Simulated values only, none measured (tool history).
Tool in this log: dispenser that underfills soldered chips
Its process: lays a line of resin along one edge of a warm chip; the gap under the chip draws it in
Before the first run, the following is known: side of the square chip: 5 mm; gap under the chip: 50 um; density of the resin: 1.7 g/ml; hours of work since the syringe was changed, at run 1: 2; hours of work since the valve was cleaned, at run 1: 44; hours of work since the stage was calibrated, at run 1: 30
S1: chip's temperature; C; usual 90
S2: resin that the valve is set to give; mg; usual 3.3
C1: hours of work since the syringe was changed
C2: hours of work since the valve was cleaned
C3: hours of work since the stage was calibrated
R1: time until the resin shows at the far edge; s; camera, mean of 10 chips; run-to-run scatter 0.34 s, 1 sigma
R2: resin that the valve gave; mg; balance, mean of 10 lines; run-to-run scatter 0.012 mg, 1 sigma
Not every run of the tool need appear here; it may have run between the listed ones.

Run 1, hour 0: usual settings; C1 2; C2 44; C3 30. Result: R1 16.9 s, R2 3.2 mg.
At hour 6: new syringe of resin.
Run 2, hour 7.7: usual settings but S2 3.57 mg; C1 1; C2 49; C3 35. Result: R1 16.5 s, R2 3.44 mg.
Run 3, hour 12.9: usual settings; C1 5; C2 53; C3 39. Result: R1 20 s, R2 3.19 mg.
At hour 14.5: dispensing valve cleaned and set on the balance.
At hour 15.6: new syringe of resin.
At hour 24.3: new syringe of resin.
Run 4, hour 24.3: usual settings; C1 0; C2 6; C3 45. Result: R1 15.2 s, R2 3.29 mg.
Run 5, hour 31.3: usual settings; C1 5; C2 11; C3 50. Result: R1 19.8 s, R2 3.28 mg.
At hour 32.8: new syringe of resin.
Run 6, hour 38.2: usual settings but S2 3.28 mg; C1 4; C2 16; C3 55. Result: R1 19.2 s, R2 3.27 mg.
At hour 41.4: new syringe of resin.
Run 7, hour 42.9: usual settings but S2 3.28 mg; C1 1; C2 18; C3 58. Result: R1 16.6 s, R2 3.25 mg.
At hour 50: new syringe of resin.
Run 8, hour 50: usual settings but S2 3.28 mg; C1 0; C2 23; C3 62. Result: R1 15.7 s, R2 3.25 mg.
At hour 58.7: new syringe of resin.
Run 9, hour 59.9: usual settings but S1 91 C; C1 1; C2 30; C3 69. Result: R1 16.1 s, R2 3.25 mg.
Run 10, hour 65.1: usual settings but S1 78 C; C1 4; C2 33; C3 72. Result: R1 27.5 s, R2 3.26 mg.
At hour 67.3: new syringe of resin.
Run 11, hour 73.2: usual settings but S1 85 C; C1 4; C2 38; C3 78. Result: R1 22.3 s, R2 3.23 mg.
At hour 76.2: new syringe of resin.
Run 12, hour 79.1: usual settings but S1 85 C; C1 2; C2 42; C3 81. Result: R1 20.5 s, R2 3.2 mg.
At hour 84.6: new syringe of resin.
Run 13, hour 88.9: usual settings but S1 85 C; C1 3; C2 49; C3 88. Result: R1 21.1 s, R2 3.19 mg.
At hour 93.2: new syringe of resin.
Run 14, hour 95: usual settings but S2 2.86 mg; C1 1; C2 53; C3 92. Result: R1 17.5 s, R2 2.76 mg.
At hour 96.9: dispensing valve cleaned and set on the balance.
Run 15, hour 101.3: usual settings but S2 2.86 mg; C1 5; C2 3; C3 95. Result: R1 20.7 s, R2 2.88 mg.
At hour 102.8: new syringe of resin.
At hour 111.4: new syringe of resin.
Run 16, hour 111.4: usual settings; C1 0; C2 9; C3 102. Result: R1 15.9 s, R2 3.3 mg.
Run 17, hour 118: usual settings but S1 100 C, S2 3.16 mg; C1 4; C2 14; C3 106. Result: R1 15.7 s, R2 3.12 mg.
At hour 120.6: new syringe of resin.
Run 18, hour 125.6: usual settings but S1 87 C, S2 3.1 mg; C1 3; C2 19; C3 111. Result: R1 20.4 s, R2 3.06 mg.
At hour 129: new syringe of resin.
Run 19, hour 130.9: usual settings but S1 100 C, S2 4.01 mg; C1 1; C2 22; C3 115. Result: R1 12.7 s, R2 3.95 mg.
At hour 137.7: new syringe of resin.
Run 20, hour 140.5: usual settings but S1 98 C, S2 3.71 mg; C1 2; C2 29; C3 121. Result: R1 13.6 s, R2 3.65 mg.
At hour 146.6: new syringe of resin.
Run 21, hour 147.1: usual settings but S1 88 C, S2 2.99 mg; C1 0; C2 33; C3 125. Result: R1 18 s, R2 2.89 mg.
Run 22, hour 153.4: usual settings but S2 3.93 mg; C1 5; C2 37; C3 129. Result: R1 20.3 s, R2 3.88 mg.
At hour 155.1: new syringe of resin.
Run 23, hour 160.5: usual settings but S2 3.93 mg; C1 4; C2 42; C3 134. Result: R1 18.8 s, R2 3.82 mg.
At hour 163.6: new syringe of resin.
Run 24, hour 167.8: usual settings but S1 77 C, S2 3.11 mg; C1 3; C2 46; C3 139. Result: R1 26.7 s, R2 3.02 mg.
At hour 172.2: new syringe of resin.
Run 25, hour 175.8: usual settings but S1 105 C, S2 3.4 mg; C1 2; C2 52; C3 144. Result: R1 12.5 s, R2 3.28 mg.
At hour 179.2: dispensing valve cleaned and set on the balance.
At hour 181.9: new syringe of resin.
Run 26, hour 181.9: usual settings but S1 105 C, S2 3.4 mg; C1 0; C2 2; C3 147. Result: R1 10.9 s, R2 3.42 mg.
Run 27, hour 189.4: usual settings but S1 77 C, S2 4.09 mg; C1 5; C2 7; C3 152. Result: R1 29.4 s, R2 4.08 mg.
At hour 190.7: new syringe of resin.
At hour 199.5: new syringe of resin.
Run 28, hour 199.5: usual settings but S1 81 C, S2 3.28 mg; C1 0; C2 13; C3 159. Result: R1 20.2 s, R2 3.28 mg.
At hour 208.3: new syringe of resin.
Run 29, hour 208.4: usual settings but S1 81 C, S2 3.28 mg; C1 0; C2 19; C3 165. Result: R1 20.1 s, R2 3.25 mg.
Run 30, hour 213: usual settings but S1 81 C, S2 3.28 mg; C1 3; C2 22; C3 168. Result: R1 23.7 s, R2 3.27 mg.
At hour 216.9: new syringe of resin.
Run 31, hour 220.1: usual settings but S1 92 C, S2 3.04 mg; C1 2; C2 27; C3 172. Result: R1 17.6 s, R2 3 mg.

Results per run with the tool's hidden condition removed, run-to-run variation unchanged:
Unlogged tool condition in this case: resin's viscosity, % of fresh resin's; dose that the valve gives, % of what is set; true chip temperature over the reading, C; drift of the gauge itself on fill_s, %; drift of the gauge itself on given_mg, %.
run    R1    R2
  1  15.3  3.31
  2  15.3  3.57
  3  15.4  3.32
  4  14.9   3.3
  5  15.2   3.3
  6  15.4   3.3
  7  15.5  3.28
  8  15.2  3.29
  9  15.1  3.31
 10  21.4  3.33
 11  17.6  3.31
 12  18.2  3.29
 13  17.8  3.29
 14    16  2.85
 15  15.8  2.88
 16  15.4  3.31
 17  12.1  3.14
 18  16.5   3.1
 19  11.8     4
 20  12.3  3.71
 21  16.8  2.95
 22  15.2  3.97
 23  15.3  3.91
 24  22.5  3.11
 25  10.8  3.39
 26  10.6  3.41
 27  21.8  4.09
 28  19.9   3.3
 29  19.7  3.27
 30  19.7   3.3
 31  15.2  3.04
